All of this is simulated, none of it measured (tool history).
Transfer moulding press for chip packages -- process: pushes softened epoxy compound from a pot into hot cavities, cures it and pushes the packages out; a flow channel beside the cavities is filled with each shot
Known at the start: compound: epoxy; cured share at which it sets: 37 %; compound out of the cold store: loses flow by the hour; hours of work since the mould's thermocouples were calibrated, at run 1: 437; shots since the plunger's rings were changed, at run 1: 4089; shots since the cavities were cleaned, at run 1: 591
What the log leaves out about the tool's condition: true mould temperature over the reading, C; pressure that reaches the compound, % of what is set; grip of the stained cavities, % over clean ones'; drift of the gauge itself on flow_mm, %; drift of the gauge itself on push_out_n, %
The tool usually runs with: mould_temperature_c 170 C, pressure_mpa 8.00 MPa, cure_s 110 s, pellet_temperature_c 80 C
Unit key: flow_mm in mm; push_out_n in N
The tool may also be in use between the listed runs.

run     day  mould_temperature_c  pressure_mpa  cure_s  pellet_temperature_c  hours of work since the mould's thermocouples were calibrated  shots since the plunger's rings were changed  shots since the cavities were cleaned  incoming compound's hours out of the cold store  flow_mm  push_out_n
  1   0.000                  170          8.00     110                    80                                                            437                                          4089                                    591                                             33.4      471         267
  2   1.025                  170          8.00     110                    80                                                            447                                          4263                                    765                                             26.8      474         271
      1.171  -- cavities cleaned with cleaning compound and waxed
  3   2.342                  170          8.00     110                    72                                                            460                                          4475                                    198                                             34.2      462         215
  4   3.288                  170          8.00     110                    72                                                            470                                          4635                                    358                                             38.9      456         239
  5   3.967                  170          8.00     110                    80                                                            477                                          4750                                    473                                             20.0      491         243
  6   4.754                  170          8.00     109                    80                                                            485                                          4883                                    606                                              9.0      513         273
      5.846  -- cavities cleaned with cleaning compound and waxed
  7   5.846                  170          8.00     109                    80                                                            496                                          5057                                      0                                             43.5      440         162
  8   6.542                  170          8.00     110                    75                                                            503                                          5175                                    118                                             34.2      453         204
  9   7.933                  169          8.00     110                    80                                                            518                                          5410                                    353                                             13.8      500         238
 10   8.558                  169          8.00     110                    80                                                            524                                          5516                                    459                                             33.8      457         255
 11   9.250                  169          8.00     110                    80                                                            531                                          5633                                    576                                             26.8      471         265
      9.475  -- plunger's sealing rings changed
 12  10.404                  170          8.00     110                    81                                                            542                                           158                                    754                                             36.6      485         279
     10.629  -- cavities cleaned with cleaning compound and waxed
 13  11.662                  170          8.00     110                    81                                                            555                                           360                                    175                                             17.6      520         216
 14  12.542                  170          8.00     110                    81                                                            564                                           508                                    323                                             43.0      466         238
     12.742  -- mould's thermocouples calibrated
 15  13.371                  170          8.00     110                    81                                                              7                                           635                                    450                                             26.2      502         245
 16  14.221                  170          9.22     110                    80                                                             15                                           778                                    593                                             45.2      497         261
 17  14.867                  170          9.22     110                    80                                                             22                                           888                                    703                                             46.5      495         275
     15.392  -- cavities cleaned with cleaning compound and waxed
 18  15.558                  170          9.22     110                    80                                                             29                                           994                                     28                                             22.4      550         185
     15.858  -- mould's thermocouples calibrated, once more
 19  16.350                  170          7.08     110                    76                                                              5                                          1114                                    148                                             12.0      492         205
 20  17.138                  170          7.08     110                    76                                                             13                                          1247                                    281                                             11.0      500         235
 21  17.967                  170          9.30     110                    76                                                             22                                          1387                                    421                                             18.9      551         243
 22  18.742                  165          8.00     110                    80                                                             30                                          1519                                    553                                             11.9      534         305
 23  19.738                  170          7.98     110                    80                                                             40                                          1687                                    721                                             33.5      476         265
     20.192  -- cavities cleaned with cleaning compound and waxed
 24  20.458                  168          8.04     105                    78                                                             47                                          1799                                     45                                             47.9      452         187
 25  21.175                  175          7.85     110                    80                                                             55                                          1920                                    166                                             46.0      441         202

Predict the results of run 26:
 26  22.042                  171          7.94     128                    80                                                             63                                          2067                                    313                                              8.3        ?           ?

Run 26 came out at flow_mm 525 mm, push_out_n 209 N.
Had the tool carried no hidden state, the very same run would have given flow_mm 542 mm, push_out_n 158 N.
